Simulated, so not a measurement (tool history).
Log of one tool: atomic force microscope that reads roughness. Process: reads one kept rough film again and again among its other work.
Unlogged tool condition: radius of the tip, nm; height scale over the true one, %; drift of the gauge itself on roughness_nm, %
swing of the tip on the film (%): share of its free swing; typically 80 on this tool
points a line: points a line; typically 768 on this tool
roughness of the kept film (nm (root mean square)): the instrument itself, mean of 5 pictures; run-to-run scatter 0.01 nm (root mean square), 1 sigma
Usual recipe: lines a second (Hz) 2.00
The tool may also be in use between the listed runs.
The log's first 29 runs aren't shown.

run,hour,lines a second (Hz),swing of the tip on the film (%),points a line,pictures with this tip,hours of work since the height scale was calibrated,roughness of the kept film (nm (root mean square))
30,1440.2,2.00,60,495,186,139,2.282
# hour 1444.5: new tip fitted
31,1489.6,2.00,60,495,62,160,2.441
32,1556.8,2.00,60,495,154,190,2.326
# hour 1584.7: new tip fitted
33,1626.1,2.00,60,495,56,220,2.444
34,1667.3,2.00,60,495,113,238,2.358
# hour 1726.8: new tip fitted
35,1733.0,2.00,60,495,8,266,2.514
36,1766.0,2.00,60,336,53,280,2.427
37,1817.3,2.00,60,336,124,303,2.360
38,1848.3,2.00,63,333,166,316,2.277
# hour 1868.1: new tip fitted
39,1897.4,1.83,78,333,40,337,2.298
40,1949.1,1.45,61,973,111,360,2.398
41,1999.7,1.45,61,973,180,382,2.303

Run 42, settings as shown, results not yet in. Your forecast:
# hour 2010.5: new tip fitted
42,2053.0,2.07,57,537,58,405,?

Run 42 gave roughness of the kept film (nm (root mean square)) 2.485.
Had the tool carried no hidden state, the very same run would have given roughness of the kept film (nm (root mean square)) 2.560.
